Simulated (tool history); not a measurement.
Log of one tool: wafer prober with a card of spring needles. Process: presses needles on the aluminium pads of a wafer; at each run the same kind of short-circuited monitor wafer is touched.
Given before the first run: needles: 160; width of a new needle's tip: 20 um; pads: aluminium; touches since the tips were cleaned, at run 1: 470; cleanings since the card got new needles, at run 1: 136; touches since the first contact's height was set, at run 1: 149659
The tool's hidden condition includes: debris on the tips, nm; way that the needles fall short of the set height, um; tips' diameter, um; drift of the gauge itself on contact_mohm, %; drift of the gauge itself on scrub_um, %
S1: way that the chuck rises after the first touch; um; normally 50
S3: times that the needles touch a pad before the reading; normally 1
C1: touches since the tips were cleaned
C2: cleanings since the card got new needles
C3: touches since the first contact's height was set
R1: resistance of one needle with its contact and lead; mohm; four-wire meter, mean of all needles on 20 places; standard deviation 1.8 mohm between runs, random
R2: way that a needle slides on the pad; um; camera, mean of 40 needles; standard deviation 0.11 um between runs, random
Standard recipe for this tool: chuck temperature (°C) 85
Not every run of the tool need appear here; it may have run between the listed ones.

{"run": 1, "hour": 0.0, "S1": 50, "chuck temperature (°C)": 85, "S3": 1, "C1": 470, "C2": 136, "C3": 149659, "R1": 205, "R2": 9.46}
{"hour": 4.3, "done": "tips cleaned on abrasive film"}
{"hour": 8.6, "done": "tips cleaned on abrasive film"}
{"hour": 13.9, "done": "tips cleaned on abrasive film"}
{"hour": 19.3, "done": "tips cleaned on abrasive film"}
{"hour": 24.6, "done": "tips cleaned on abrasive film"}
{"run": 2, "hour": 24.6, "S1": 50, "chuck temperature (°C)": 85, "S3": 1, "C1": 0, "C2": 141, "C3": 164558, "R1": 200, "R2": 9.27}
{"hour": 28.9, "done": "tips cleaned on abrasive film"}
{"hour": 33.2, "done": "tips cleaned on abrasive film"}
{"run": 3, "hour": 36.5, "S1": 50, "chuck temperature (°C)": 85, "S3": 1, "C1": 2055, "C2": 143, "C3": 171803, "R1": 237, "R2": 9.24}
{"hour": 37.6, "done": "tips cleaned on abrasive film"}
{"hour": 41.9, "done": "tips cleaned on abrasive film"}
{"hour": 47.3, "done": "tips cleaned on abrasive film"}
{"hour": 52.6, "done": "tips cleaned on abrasive film"}
{"hour": 57.6, "done": "tips cleaned on abrasive film"}
{"run": 4, "hour": 57.6, "S1": 50, "chuck temperature (°C)": 85, "S3": 1, "C1": 0, "C2": 148, "C3": 184557, "R1": 198, "R2": 9.22}
{"hour": 61.9, "done": "tips cleaned on abrasive film"}
{"hour": 67.2, "done": "tips cleaned on abrasive film"}
{"hour": 72.6, "done": "tips cleaned on abrasive film"}
{"run": 5, "hour": 75.9, "S1": 50, "chuck temperature (°C)": 85, "S3": 1, "C1": 2052, "C2": 151, "C3": 195690, "R1": 232, "R2": 9.04}
{"hour": 77.0, "done": "tips cleaned on abrasive film"}
{"hour": 82.4, "done": "tips cleaned on abrasive film"}
{"hour": 87.7, "done": "tips cleaned on abrasive film"}
{"run": 6, "hour": 89.7, "S1": 50, "chuck temperature (°C)": 85, "S3": 1, "C1": 1201, "C2": 154, "C3": 204027, "R1": 226, "R2": 9.27}
{"hour": 92.9, "done": "tips cleaned on abrasive film"}
{"hour": 97.2, "done": "tips cleaned on abrasive film"}
{"hour": 101.5, "done": "tips cleaned on abrasive film"}
{"run": 7, "hour": 103.1, "S1": 50, "chuck temperature (°C)": 85, "S3": 1, "C1": 991, "C2": 157, "C3": 212153, "R1": 221, "R2": 9.11}
{"hour": 106.3, "done": "tips cleaned on abrasive film"}
{"hour": 110.6, "done": "tips cleaned on abrasive film"}
{"hour": 114.9, "done": "tips cleaned on abrasive film"}
{"hour": 120.3, "done": "tips cleaned on abrasive film"}
{"hour": 124.6, "done": "tips cleaned on abrasive film"}
{"run": 8, "hour": 127.5, "S1": 50, "chuck temperature (°C)": 85, "S3": 1, "C1": 1833, "C2": 162, "C3": 226961, "R1": 238, "R2": 9.11}
{"hour": 129.7, "done": "tips cleaned on abrasive film"}
{"hour": 135.1, "done": "tips cleaned on abrasive film"}
{"hour": 140.4, "done": "tips cleaned on abrasive film"}
{"run": 9, "hour": 142.0, "S1": 36, "chuck temperature (°C)": 85, "S3": 1, "C1": 999, "C2": 165, "C3": 235744, "R1": 261, "R2": 6.48}
{"hour": 145.3, "done": "tips cleaned on abrasive film"}
{"hour": 149.5, "done": "tips cleaned on abrasive film"}
{"hour": 154.9, "done": "tips cleaned on abrasive film"}
{"hour": 159.2, "done": "tips cleaned on abrasive film"}
{"hour": 162.6, "done": "height of the first contact set anew"}
{"hour": 164.8, "done": "tips cleaned on abrasive film"}
{"hour": 169.1, "done": "tips cleaned on abrasive film"}
{"run": 10, "hour": 170.6, "S1": 50, "chuck temperature (°C)": 28, "S3": 1, "C1": 922, "C2": 171, "C3": 4814, "R1": 203, "R2": 9.87}
{"hour": 173.9, "done": "tips cleaned on abrasive film"}
{"hour": 179.2, "done": "tips cleaned on abrasive film"}
{"hour": 184.5, "done": "tips cleaned on abrasive film"}
{"run": 11, "hour": 185.6, "S1": 50, "chuck temperature (°C)": 28, "S3": 1, "C1": 686, "C2": 174, "C3": 13935, "R1": 202, "R2": 9.72}
{"hour": 188.9, "done": "tips cleaned on abrasive film"}
{"hour": 194.2, "done": "tips cleaned on abrasive film"}
{"run": 12, "hour": 198.0, "S1": 50, "chuck temperature (°C)": 28, "S3": 1, "C1": 2318, "C2": 176, "C3": 21429, "R1": 226, "R2": 9.75}
{"hour": 199.1, "done": "tips cleaned on abrasive film"}
{"hour": 204.4, "done": "tips cleaned on abrasive film"}
{"hour": 208.7, "done": "tips cleaned on abrasive film"}
{"run": 13, "hour": 210.7, "S1": 38, "chuck temperature (°C)": 85, "S3": 2, "C1": 1195, "C2": 179, "C3": 29111, "R1": 232, "R2": 7.5}
{"hour": 213.9, "done": "tips cleaned on abrasive film"}
{"hour": 218.2, "done": "tips cleaned on abrasive film"}
{"hour": 223.5, "done": "tips cleaned on abrasive film"}
{"run": 14, "hour": 223.8, "S1": 38, "chuck temperature (°C)": 85, "S3": 2, "C1": 136, "C2": 182, "C3": 37030, "R1": 218, "R2": 7.41}
{"hour": 228.1, "done": "tips cleaned on abrasive film"}
{"hour": 233.4, "done": "tips cleaned on abrasive film"}
{"hour": 237.7, "done": "tips cleaned on abrasive film"}
{"hour": 242.0, "done": "tips cleaned on abrasive film"}
{"run": 15, "hour": 243.4, "S1": 68, "chuck temperature (°C)": 85, "S3": 2, "C1": 860, "C2": 186, "C3": 48915, "R1": 193, "R2": 13.27}
{"hour": 246.6, "done": "tips cleaned on abrasive film"}
{"hour": 252.0, "done": "tips cleaned on abrasive film"}
{"hour": 256.2, "done": "tips cleaned on abrasive film"}
{"run": 16, "hour": 259.2, "S1": 40, "chuck temperature (°C)": 85, "S3": 1, "C1": 1831, "C2": 189, "C3": 58531, "R1": 264, "R2": 7.77}
{"hour": 261.4, "done": "tips cleaned on abrasive film"}
{"hour": 265.7, "done": "tips cleaned on abrasive film"}
{"hour": 271.0, "done": "tips cleaned on abrasive film"}
{"hour": 276.4, "done": "tips cleaned on abrasive film"}
{"hour": 280.7, "done": "tips cleaned on abrasive film"}
{"hour": 286.0, "done": "tips cleaned on abrasive film"}
{"run": 17, "hour": 287.3, "S1": 50, "chuck temperature (°C)": 40, "S3": 1, "C1": 767, "C2": 195, "C3": 75515, "R1": 208, "R2": 9.54}
{"hour": 290.5, "done": "tips cleaned on abrasive film"}
{"hour": 295.8, "done": "tips cleaned on abrasive film"}
{"hour": 300.1, "done": "tips cleaned on abrasive film"}
{"run": 18, "hour": 300.9, "S1": 38, "chuck temperature (°C)": 78, "S3": 2, "C1": 467, "C2": 198, "C3": 83767, "R1": 224, "R2": 7.24}
{"hour": 305.2, "done": "tips cleaned on abrasive film"}
{"hour": 309.5, "done": "tips cleaned on abrasive film"}
{"hour": 313.8, "done": "tips cleaned on abrasive film"}
{"hour": 319.1, "done": "tips cleaned on abrasive film"}
{"hour": 323.4, "done": "tips cleaned on abrasive film"}
{"run": 19, "hour": 325.6, "S1": 64, "chuck temperature (°C)": 113, "S3": 2, "C1": 1382, "C2": 203, "C3": 98771, "R1": 205, "R2": 12.3}

Subtracting, for every run, the result it would have given without the tool's unlogged condition from the measured result gives the following. The same run-to-run variation enters both numbers; the gauge's scatter may not:
run=1 R1=+18 R2=-0.45
run=2 R1=+11 R2=-0.5
run=3 R1=+44 R2=-0.52
run=4 R1=+9 R2=-0.57
run=5 R1=+44 R2=-0.58
run=6 R1=+33 R2=-0.61
run=7 R1=+32 R2=-0.64
run=8 R1=+45 R2=-0.7
run=9 R1=+58 R2=-0.72
run=10 R1=+27 R2=-0.02
run=11 R1=+24 R2=-0.04
run=12 R1=+50 R2=-0.06
run=13 R1=+30 R2=-0.09
run=14 R1=+15 R2=-0.12
run=15 R1=+10 R2=-0.16
run=16 R1=+65 R2=-0.18
run=17 R1=+28 R2=-0.24
run=18 R1=+22 R2=-0.27
run=19 R1=+16 R2=-0.31
